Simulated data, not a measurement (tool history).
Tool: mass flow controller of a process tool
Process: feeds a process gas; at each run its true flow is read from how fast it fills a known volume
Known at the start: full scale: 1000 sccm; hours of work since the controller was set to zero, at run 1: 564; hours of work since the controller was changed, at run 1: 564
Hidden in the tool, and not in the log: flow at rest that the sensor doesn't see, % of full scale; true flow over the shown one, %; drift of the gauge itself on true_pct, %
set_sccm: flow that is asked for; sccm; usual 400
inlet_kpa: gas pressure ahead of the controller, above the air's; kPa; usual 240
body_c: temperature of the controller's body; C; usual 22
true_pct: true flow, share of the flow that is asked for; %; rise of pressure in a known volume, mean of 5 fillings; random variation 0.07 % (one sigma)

run,hour,set_sccm,inlet_kpa,body_c,hours of work since the controller was set to zero,hours of work since the controller was changed,true_pct
1,0.0,400,240,22,564,564,98.14
2,54.7,400,240,22,582,582,98.09
3,185.5,400,240,22,626,626,97.89
4,247.6,400,240,22,647,647,97.99
5,345.3,400,240,22,680,680,97.87
6,453.6,400,240,22,716,716,97.81
7,575.1,400,240,22,757,757,97.68
8,665.5,400,240,26,788,788,97.51
9,794.8,400,240,27,831,831,97.33
10,904.3,400,240,27,868,868,97.35
11,965.9,400,240,27,889,889,97.23
12,1053.2,400,240,22,918,918,97.35
13,1144.4,183,240,22,949,949,96.70
14,1263.1,400,240,22,989,989,97.08
15,1351.3,452,240,22,1019,1019,97.14
16,1430.8,400,240,22,1046,1046,97.12
17,1511.4,400,240,22,1073,1073,97.09
18,1585.0,111,240,22,1097,1097,96.07
19,1658.4,111,240,22,1122,1122,96.15
20,1777.0,400,240,22,1162,1162,97.02
21,1848.2,135,240,22,1186,1186,96.07
22,1934.2,135,240,22,1215,1215,95.88
23,2017.8,400,240,22,1243,1243,96.73
24,2076.2,400,240,22,1263,1263,96.72
25,2207.1,364,153,22,1307,1307,96.56
26,2282.1,201,153,22,1332,1332,96.03
27,2391.1,201,153,22,1369,1369,95.97
28,2477.1,583,230,34,1398,1398,96.56
29,2547.5,583,188,34,1422,1422,96.60
30,2670.5,583,188,34,1463,1463,96.36
31,2803.7,180,240,30,1508,1508,95.18
32,2922.9,180,240,24,1548,1548,95.43
33,2994.4,180,240,24,1572,1572,95.24
34,3073.2,400,240,36,1599,1599,95.40
35,3182.9,400,278,36,1636,1636,95.28
36,3313.6,761,152,37,1680,1680,96.45
# hour 3330.0: gauge calibrated
37,3425.4,761,152,37,1717,1717,98.79
38,3493.6,376,173,25,1740,1740,97.91
39,3549.8,965,240,22,1759,1759,99.75

Forecast run 40:
40,3647.2,141,187,21,1792,1792,?

{"run 40": {"true_pct": 97.32}}
Without the tool's hidden state the same run would have given true_pct 97.53 %.
